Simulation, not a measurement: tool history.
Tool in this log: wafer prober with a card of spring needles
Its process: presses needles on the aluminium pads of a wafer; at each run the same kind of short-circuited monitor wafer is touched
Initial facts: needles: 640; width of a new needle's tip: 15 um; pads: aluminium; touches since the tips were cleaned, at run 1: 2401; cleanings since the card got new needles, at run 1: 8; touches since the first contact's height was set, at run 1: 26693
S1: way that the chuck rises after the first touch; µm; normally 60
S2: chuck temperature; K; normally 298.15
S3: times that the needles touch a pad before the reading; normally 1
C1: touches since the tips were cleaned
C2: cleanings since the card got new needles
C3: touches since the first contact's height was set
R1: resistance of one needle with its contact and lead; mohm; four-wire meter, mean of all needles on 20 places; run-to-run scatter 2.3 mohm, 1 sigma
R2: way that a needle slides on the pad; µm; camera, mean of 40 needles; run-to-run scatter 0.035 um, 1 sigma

run,hour,S1,S2,S3,C1,C2,C3,R1,R2
1,0,60,298.15,1,2401,8,26693,354,11.1
# hour 1.9: tips cleaned on abrasive film
2,7.3,60,298.15,1,2423,9,29941,356,11.08
# hour 8.3: tips cleaned on abrasive film
# hour 15.1: tips cleaned on abrasive film
3,17,60,298.15,1,820,11,34224,300,11.04
# hour 22.3: tips cleaned on abrasive film
4,23.6,60,298.15,1,576,12,37166,285,11.05
# hour 29.1: tips cleaned on abrasive film
# hour 35.5: tips cleaned on abrasive film
5,35.5,60,298.15,1,0,14,42463,265,10.99
# hour 42.1: tips cleaned on abrasive film
6,47.3,60,298.15,1,2365,15,47758,351,10.99
# hour 48.5: tips cleaned on abrasive film
# hour 55.3: tips cleaned on abrasive film
7,57.5,60,298.15,1,1002,17,52273,309,11.07
# hour 61.9: tips cleaned on abrasive film
8,62.9,60,298.15,1,415,18,54652,294,11.02
# hour 68.9: tips cleaned on abrasive film
9,72.6,74,298.15,1,1647,19,58994,305,13.66
# hour 75.3: tips cleaned on abrasive film
# hour 82.3: tips cleaned on abrasive film
10,84,74,298.15,1,780,21,64089,282,13.66
# hour 88.9: tips cleaned on abrasive film
11,91.8,60,298.15,1,1297,22,67549,332,10.98
# hour 95.3: tips cleaned on abrasive film
12,97.8,60,322.15,1,1161,23,70235,331,11
# hour 102.1: tips cleaned on abrasive film
13,104.8,60,298.15,1,1251,24,73351,331,10.92
# hour 108.5: tips cleaned on abrasive film
# hour 115.3: tips cleaned on abrasive film
14,117.6,60,298.15,1,1027,26,79030,328,10.94
# hour 122: tips cleaned on abrasive film
15,125.1,60,298.15,1,1393,27,82375,334,10.89
# hour 128.5: tips cleaned on abrasive film
16,132.9,60,302.15,1,2025,28,85872,352,10.95
# hour 134.9: tips cleaned on abrasive film
17,138.4,75,338.15,3,1595,29,88309,288,13.7
# hour 141.2: tips cleaned on abrasive film
18,145.1,53,373.15,2,1783,30,91291,350,9.56
# hour 147.5: tips cleaned on abrasive film
# hour 154.5: tips cleaned on abrasive film
19,154.7,53,373.15,2,71,32,95520,301,9.58
# hour 161.5: tips cleaned on abrasive film
20,165,52,373.15,2,1618,33,100152,348,9.39
# hour 168.3: tips cleaned on abrasive film
# hour 175.1: tips cleaned on abrasive film
21,176.4,47,373.15,1,590,35,105189,359,8.43
# hour 181.6: tips cleaned on abrasive film
22,187.3,47,373.15,1,2612,36,110096,457,8.35
# hour 188.2: tips cleaned on abrasive film
# hour 194.8: tips cleaned on abrasive film
23,198.2,47,373.15,1,1562,38,114923,426,8.33
# hour 201.5: tips cleaned on abrasive film
24,204.7,47,373.15,1,1436,39,117816,401,8.33
# hour 208.2: tips cleaned on abrasive film
# hour 214.8: tips cleaned on abrasive film
25,214.8,76,298.15,2,0,41,122267,255,13.68
# hour 221.1: tips cleaned on abrasive film
26,223.1,72,329.15,1,907,42,126010,305,13

Each row is a separate what-if for the run after 26, all from the same tool condition, not one after another. Results?
# hour 227.8: tips cleaned on abrasive film
A,229.3,60,307.15,1,648,43,128728,?,?
# hour 227.8: tips cleaned on abrasive film
B,229.3,53,364.15,3,648,43,128728,?,?
# hour 227.8: tips cleaned on abrasive film
C,229.3,72,351.15,1,648,43,128728,?,?
# hour 227.8: tips cleaned on abrasive film
D,229.3,72,329.15,1,648,43,128728,?,?
# hour 227.8: tips cleaned on abrasive film
E,229.3,47,321.15,1,648,43,128728,?,?

run,R1,R2
A,302,10.74
B,303,9.44
C,297,12.97
D,290,13.02
E,336,8.33
The same runs, with their run-to-run variation unchanged, on a tool lacking any hidden condition would have given:
run,R1,R2
A,260,11.2
B,283,9.9
C,269,13.44
D,261,13.49
E,271,8.79

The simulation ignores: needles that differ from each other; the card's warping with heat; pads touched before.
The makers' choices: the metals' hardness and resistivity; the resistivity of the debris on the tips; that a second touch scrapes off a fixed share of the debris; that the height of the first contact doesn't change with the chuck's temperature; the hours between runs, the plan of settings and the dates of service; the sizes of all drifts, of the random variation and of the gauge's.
